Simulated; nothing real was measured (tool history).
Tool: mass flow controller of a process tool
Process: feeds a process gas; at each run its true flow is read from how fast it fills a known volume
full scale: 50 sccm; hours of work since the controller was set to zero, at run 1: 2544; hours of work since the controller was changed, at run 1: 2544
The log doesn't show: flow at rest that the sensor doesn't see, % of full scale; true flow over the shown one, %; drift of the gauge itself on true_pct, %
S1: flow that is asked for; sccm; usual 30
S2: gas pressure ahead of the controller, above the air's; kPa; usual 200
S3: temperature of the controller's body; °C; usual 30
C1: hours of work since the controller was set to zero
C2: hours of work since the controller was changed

Run 1, hour 0.0: usual settings; C1 2544; C2 2544. Result: true flow (%) 100.01.
Run 2, hour 158.3: usual settings; C1 2607; C2 2607. Result: true flow (%) 100.21.
Run 3, hour 393.0: usual settings; C1 2699; C2 2699. Result: true flow (%) 100.39.
Run 4, hour 589.5: usual settings; C1 2777; C2 2777. Result: true flow (%) 100.43.
Run 5, hour 760.3: usual settings; C1 2845; C2 2845. Result: true flow (%) 100.61.
Run 6, hour 943.1: usual settings; C1 2917; C2 2917. Result: true flow (%) 100.85.
Run 7, hour 1154.3: usual settings; C1 3000; C2 3000. Result: true flow (%) 100.87.
Run 8, hour 1413.3: usual settings; C1 3103; C2 3103. Result: true flow (%) 101.30.
Run 9, hour 1551.1: usual settings; C1 3157; C2 3157. Result: true flow (%) 101.32.
Run 10, hour 1792.1: usual settings; C1 3253; C2 3253. Result: true flow (%) 101.46.
Run 11, hour 1933.9: usual settings; C1 3309; C2 3309. Result: true flow (%) 101.59.
Run 12, hour 2186.2: usual settings; C1 3408; C2 3408. Result: true flow (%) 101.67.
At hour 2313.5: gauge calibrated.
Run 13, hour 2426.7: usual settings; C1 3503; C2 3503. Result: true flow (%) 100.19.
Run 14, hour 2673.5: usual settings; C1 3601; C2 3601. Result: true flow (%) 100.38.
Run 15, hour 2802.4: usual settings; C1 3652; C2 3652. Result: true flow (%) 100.56.
Run 16, hour 2941.2: usual settings; C1 3707; C2 3707. Result: true flow (%) 100.68.
Run 17, hour 3078.3: usual settings but S1 13 sccm, S2 268 kPa, S3 39 °C; C1 3761; C2 3761. Result: true flow (%) 101.60.
Run 18, hour 3306.9: usual settings but S1 25 sccm, S2 205 kPa; C1 3851; C2 3851. Result: true flow (%) 100.84.
Run 19, hour 3547.6: usual settings but S1 7 sccm, S2 205 kPa; C1 3947; C2 3947. Result: true flow (%) 100.63.
Run 20, hour 3771.7: usual settings but S1 7 sccm, S2 150 kPa; C1 4035; C2 4035. Result: true flow (%) 100.51.
Run 21, hour 3988.6: usual settings but S1 37 sccm, S3 37 °C; C1 4121; C2 4121. Result: true flow (%) 101.90.
Run 22, hour 4117.5: usual settings but S1 37 sccm, S3 37 °C; C1 4172; C2 4172. Result: true flow (%) 102.04.
Run 23, hour 4269.9: usual settings but S1 36 sccm, S3 37 °C; C1 4232; C2 4232. Result: true flow (%) 102.22.
Run 24, hour 4435.4: usual settings but S1 36 sccm, S3 37 °C; C1 4298; C2 4298. Result: true flow (%) 102.30.
Run 25, hour 4595.3: usual settings but S1 17 sccm, S2 195 kPa, S3 36 °C; C1 4361; C2 4361. Result: true flow (%) 102.19.
Run 26, hour 4831.3: usual settings but S1 34 sccm, S3 35 °C; C1 4454; C2 4454. Result: true flow (%) 102.55.
Run 27, hour 4946.4: usual settings but S1 9 sccm, S3 35 °C; C1 4500; C2 4500. Result: true flow (%) 102.22.
Run 28, hour 5151.0: usual settings but S1 9 sccm, S2 260 kPa, S3 35 °C; C1 4581; C2 4581. Result: true flow (%) 102.74.
Run 29, hour 5399.0: usual settings but S1 9 sccm, S2 260 kPa, S3 35 °C; C1 4679; C2 4679. Result: true flow (%) 102.88.

Forecast each of these 4 alternatives for the next run:
Run A, hour 5597.8: usual settings but S1 9 sccm, S2 150 kPa, S3 20 °C; C1 4757; C2 4757. Result: true flow (%) ?.
Run B, hour 5597.8: usual settings but S1 9 sccm, S2 260 kPa, S3 35 °C; C1 4757; C2 4757. Result: true flow (%) ?.
Run C, hour 5597.8: usual settings but S1 13 sccm, S2 260 kPa, S3 35 °C; C1 4757; C2 4757. Result: true flow (%) ?.
Run D, hour 5597.8: usual settings but S2 208 kPa; C1 4757; C2 4757. Result: true flow (%) ?.

run  true flow (%)
  A         101.14
  B         103.06
  C         103.21
  D         102.69
Without the tool's hidden state the same runs would have given:
run  true flow (%)
  A          98.61
  B         100.49
  C         100.62
  D         100.10
